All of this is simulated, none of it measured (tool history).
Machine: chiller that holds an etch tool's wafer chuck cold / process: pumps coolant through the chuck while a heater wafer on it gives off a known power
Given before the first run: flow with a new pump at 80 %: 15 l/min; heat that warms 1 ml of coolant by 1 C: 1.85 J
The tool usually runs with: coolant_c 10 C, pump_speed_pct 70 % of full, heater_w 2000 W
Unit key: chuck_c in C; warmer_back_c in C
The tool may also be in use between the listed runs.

run 1 day=0 | coolant_c=10 pump_speed_pct=70 heater_w=2000 | chuck_c=31.6 warmer_back_c=5.08
run 2 day=1.408 | coolant_c=10 pump_speed_pct=70 heater_w=2000 | chuck_c=31.5 warmer_back_c=5.09
run 3 day=2.383 | coolant_c=10 pump_speed_pct=70 heater_w=2000 | chuck_c=31.6 warmer_back_c=5.09
run 4 day=3.983 | coolant_c=7 pump_speed_pct=70 heater_w=2000 | chuck_c=28.6 warmer_back_c=5.13
run 5 day=5.975 | coolant_c=18 pump_speed_pct=70 heater_w=2000 | chuck_c=39.8 warmer_back_c=5.11
run 6 day=7.588 | coolant_c=18 pump_speed_pct=70 heater_w=2000 | chuck_c=39.9 warmer_back_c=5.11
run 7 day=8.904 | coolant_c=18 pump_speed_pct=70 heater_w=2000 | chuck_c=39.8 warmer_back_c=5.13
run 8 day=10.575 | coolant_c=18 pump_speed_pct=70 heater_w=2000 | chuck_c=39.8 warmer_back_c=5.12
run 9 day=12.242 | coolant_c=18 pump_speed_pct=70 heater_w=2000 | chuck_c=39.9 warmer_back_c=5.09
run 10 day=13.612 | coolant_c=18 pump_speed_pct=70 heater_w=2000 | chuck_c=40 warmer_back_c=5.11
run 11 day=14.512 | coolant_c=2 pump_speed_pct=81 heater_w=2000 | chuck_c=21.5 warmer_back_c=4.38
run 12 day=16.254 | coolant_c=13 pump_speed_pct=74 heater_w=2000 | chuck_c=34 warmer_back_c=4.85
run 13 day=17.975 | coolant_c=13 pump_speed_pct=74 heater_w=2000 | chuck_c=34.2 warmer_back_c=4.84
run 14 day=19.533 | coolant_c=13 pump_speed_pct=74 heater_w=2000 | chuck_c=34.2 warmer_back_c=4.84
run 15 day=21.142 | coolant_c=13 pump_speed_pct=74 heater_w=2000 | chuck_c=34.3 warmer_back_c=4.87
run 16 day=22.592 | coolant_c=10 pump_speed_pct=68 heater_w=1895 | chuck_c=31.6 warmer_back_c=5
run 17 day=23.808 | coolant_c=10 pump_speed_pct=68 heater_w=1895 | chuck_c=31.8 warmer_back_c=5
run 18 day=25.8 | coolant_c=9 pump_speed_pct=65 heater_w=2000 | chuck_c=32.8 warmer_back_c=5.56
run 19 day=27.462 | coolant_c=9 pump_speed_pct=65 heater_w=2000 | chuck_c=32.9 warmer_back_c=5.55

Branching from run 19: 3 alternative next runs. What would each branch give?
run A day=28.875 | coolant_c=8 pump_speed_pct=65 heater_w=1551 | chuck_c=? warmer_back_c=?
run B day=28.875 | coolant_c=14 pump_speed_pct=65 heater_w=2000 | chuck_c=? warmer_back_c=?
run C day=28.875 | coolant_c=19 pump_speed_pct=84 heater_w=1506 | chuck_c=? warmer_back_c=?

run=A chuck_c=26.6 warmer_back_c=4.31
run=B chuck_c=37.9 warmer_back_c=5.56
run=C chuck_c=33.6 warmer_back_c=3.24
The same runs, with their run-to-run variation unchanged, on a tool lacking any hidden condition would have given:
run=A chuck_c=24.1 warmer_back_c=4.12
run=B chuck_c=34.7 warmer_back_c=5.32
run=C chuck_c=31.6 warmer_back_c=3.1
